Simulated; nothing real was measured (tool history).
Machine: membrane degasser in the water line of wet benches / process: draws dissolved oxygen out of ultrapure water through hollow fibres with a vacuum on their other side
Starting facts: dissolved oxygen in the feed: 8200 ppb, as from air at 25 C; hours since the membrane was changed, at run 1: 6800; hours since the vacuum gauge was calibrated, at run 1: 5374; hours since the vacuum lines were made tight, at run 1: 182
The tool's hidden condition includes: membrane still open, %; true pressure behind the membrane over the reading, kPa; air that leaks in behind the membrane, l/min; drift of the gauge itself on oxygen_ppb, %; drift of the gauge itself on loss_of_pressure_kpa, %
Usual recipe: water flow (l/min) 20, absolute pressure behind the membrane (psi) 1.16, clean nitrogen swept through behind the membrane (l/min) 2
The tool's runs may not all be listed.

run	hour	water flow (l/min)	absolute pressure behind the membrane (psi)	clean nitrogen swept through behind the membrane (l/min)	hours since the membrane was changed	hours since the vacuum gauge was calibrated	hours since the vacuum lines were made tight	dissolved oxygen in the water behind the degasser (ppb)	pressure that the water loses in the fibres (psi)
1	0	20	1.16	2	6800	5374	182	138.5	4.918
2	233.4	20	1.16	2	7033	5607	416	138.7	4.894
3	492.4	20	1.16	2	7292	5866	675	136.8	4.881
4	825.8	20	1.16	2	7626	6200	1008	141.1	4.882
# hour 870.6: vacuum gauge calibrated
5	1021.9	14	1.16	2	7821	151	1204	84.4	3.446
6	1213	14	1.16	2	8013	342	1395	85.1	3.442
7	1407.4	14	1.16	2	8207	537	1589	82.9	3.398
8	1581.1	14	1.16	2	8381	710	1763	83.6	3.445
9	1889.4	20	1.16	3.92	8689	1019	2071	85.3	4.867
10	2094.8	20	1.16	2	8894	1224	2277	138.1	4.882
11	2230.1	20	1.16	2	9030	1360	2412	136.4	4.857
12	2488	20	1.16	2	9288	1617	2670	137.6	4.834
13	2629.1	20	2.112	2	9429	1758	2811	287	4.881
14	2953.4	20	2.112	2	9753	2083	3135	284.4	4.841
15	3174	20	2.112	2	9974	2303	3356	288.5	4.849
# hour 3191.4: seals of the vacuum lines changed
16	3326.2	28	2.112	2	10124	2454	135	448.9	6.782
17	3619.4	28	2.112	2	10417	2747	428	446.7	6.785
18	3757	20	1.16	1.78	10555	2884	566	151.4	4.83
19	4061.1	20	1.925	2.72	10859	3189	870	201.6	4.82
# hour 4237.4: membrane cartridge changed
20	4371.4	20	1.925	2.72	134	3495	1176	199.3	4.805
21	4520.5	20	1.925	2.72	283	3644	1325	203.7	4.82
22	4672	15	2.35	1.76	435	3795	1477	263.2	3.588
23	4900.6	27	1.726	1.46	663	4024	1705	435.7	6.544
24	5059.5	25	1.814	1.22	822	4183	1864	469.1	6.031
25	5197.6	25	1.814	1.22	960	4321	2002	473.6	6.035
26	5400.1	25	1.814	1.22	1163	4523	2205	466.5	6.016
27	5570.8	25	1.814	1.22	1333	4694	2375	466.8	6.005
28	5725.1	25	1.814	1.22	1488	4848	2530	464.1	6.025
29	5965.2	12	1.16	2.67	1728	5089	2770	53.5	2.904
30	6141.2	17	0.798	2.03	1904	5265	2946	58.1	4.083
31	6323.2	14	1.466	2	2086	5447	3128	119.2	3.32
32	6464.4	14	1.466	4.46	2227	5588	3269	57.2	3.317

Each row is a separate what-if for the run after 32, all from the same tool condition, not one after another. Results?
# hour 6576.4: seals of the vacuum lines changed
A	6641.2	16	0.753	1.66	2402	5763	65	?	?
# hour 6576.4: seals of the vacuum lines changed
B	6641.2	20	0.983	1.32	2402	5763	65	?	?
# hour 6576.4: seals of the vacuum lines changed
C	6641.2	19	0.734	1.16	2402	5763	65	?	?

run	dissolved oxygen in the water behind the degasser (ppb)	pressure that the water loses in the fibres (psi)
A	53.4	3.838
B	148.8	4.778
C	90.3	4.611
With the hidden condition removed and each run's random variation left untouched, the same runs would have given:
run	dissolved oxygen in the water behind the degasser (ppb)	pressure that the water loses in the fibres (psi)
A	53.3	3.923
B	148.6	4.885
C	90.1	4.714
